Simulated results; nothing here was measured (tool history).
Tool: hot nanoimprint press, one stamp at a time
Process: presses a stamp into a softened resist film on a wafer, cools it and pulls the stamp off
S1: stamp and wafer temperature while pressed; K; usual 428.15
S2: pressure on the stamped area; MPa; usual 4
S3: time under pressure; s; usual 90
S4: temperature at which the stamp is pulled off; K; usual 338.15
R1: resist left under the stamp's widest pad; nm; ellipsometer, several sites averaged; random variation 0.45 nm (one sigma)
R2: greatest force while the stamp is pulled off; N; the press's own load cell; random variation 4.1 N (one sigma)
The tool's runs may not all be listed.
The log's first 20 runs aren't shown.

run	day	S1	S2	S3	S4	R1	R2
21	6.442	426.15	3.39	90	339.15	174.6	308
22	6.788	426.15	3.39	90	339.15	173.9	317
23	7.138	426.15	3.39	90	339.15	173	317
24	7.488	434.15	3.39	90	333.15	126.9	346
25	7.788	434.15	3.39	90	333.15	127.4	355
26	8.071	434.15	2.75	81	333.15	146.8	343
27	8.321	428.15	2.75	118	335.15	165.1	338
28	8.725	428.15	4	90	337.15	150.8	339
29	8.971	416.15	4	90	341.15	220.4	333
# day 9.575: stamp cleaned and given a new release coat
30	9.621	422.15	6.11	140	332.15	142.2	221

Forecast each of these 3 alternatives for the next run:
A	9.938	428.15	3.04	90	338.15	?	?
B	9.938	422.15	4.25	105	342.15	?	?
C	9.938	422.15	2.59	140	332.15	?	?

run	R1	R2
A	171.4	203
B	178.8	198
C	200.3	223
Without the tool's hidden state the same runs would have given:
run	R1	R2
A	168.9	199
B	175.8	193
C	198.2	218
